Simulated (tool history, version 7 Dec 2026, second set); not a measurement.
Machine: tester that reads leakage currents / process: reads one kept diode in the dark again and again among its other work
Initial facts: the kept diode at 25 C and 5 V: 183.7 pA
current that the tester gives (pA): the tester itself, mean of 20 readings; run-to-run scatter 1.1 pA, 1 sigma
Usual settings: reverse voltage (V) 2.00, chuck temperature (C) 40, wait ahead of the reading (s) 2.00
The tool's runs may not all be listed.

run	day	reverse voltage (V)	chuck temperature (C)	wait ahead of the reading (s)	current that the tester gives (pA)
1	0.000	2.00	40	2.00	348.62
2	5.804	2.00	40	2.00	348.65
3	8.296	2.00	40	2.00	347.65
4	13.633	2.00	40	2.00	346.27
5	17.858	2.00	40	2.00	348.18
6	21.350	2.00	40	2.00	348.65
7	23.775	2.00	40	2.00	348.09
8	26.533	2.00	40	5.13	348.00
9	28.992	2.00	40	5.13	347.81
10	31.462	2.00	40	2.00	348.78
11	34.212	2.00	40	2.00	347.12
12	37.846	2.00	40	2.00	347.20
13	41.788	1.43	36	0.58	210.39
14	44.862	1.46	36	0.40	214.54
15	48.071	1.46	36	0.40	213.95
16	53.304	4.12	60	4.27	1970.35
17	57.025	2.96	25	1.19	133.92
18	61.921	4.58	39	1.10	491.93
19	65.642	4.58	39	0.54	492.53
20	69.975	15.11	28	0.54	414.27
21	73.783	15.11	28	0.54	413.22
22	77.979	2.00	25	7.19	106.89

Not shown: 2 entries that the log had between the listed runs. Between which runs, and how does the tool's hidden state differ before and after?
After run 4, before run 5: probe card cleaned and baked (day 14.638)
  stray current of the dirty probe card, pA a volt: 1.856 -> 2.92; current scale over the true one, %: -0.29 -> -0.31; true chuck temperature over the reading, C: -0.43 -> -0.45
  measured value less the no-hidden-state value, current that the tester gives (pA): -8.33 -> -6.69
After run 12, before run 13: probe card cleaned and baked, once more (day 39.892)
  stray current of the dirty probe card, pA a volt: 3.178 -> 0.05; current scale over the true one, %: -0.43 -> -0.45; true chuck temperature over the reading, C: -0.52 -> -0.54
  measured value less the no-hidden-state value, current that the tester gives (pA): -8.49 -> -9.58

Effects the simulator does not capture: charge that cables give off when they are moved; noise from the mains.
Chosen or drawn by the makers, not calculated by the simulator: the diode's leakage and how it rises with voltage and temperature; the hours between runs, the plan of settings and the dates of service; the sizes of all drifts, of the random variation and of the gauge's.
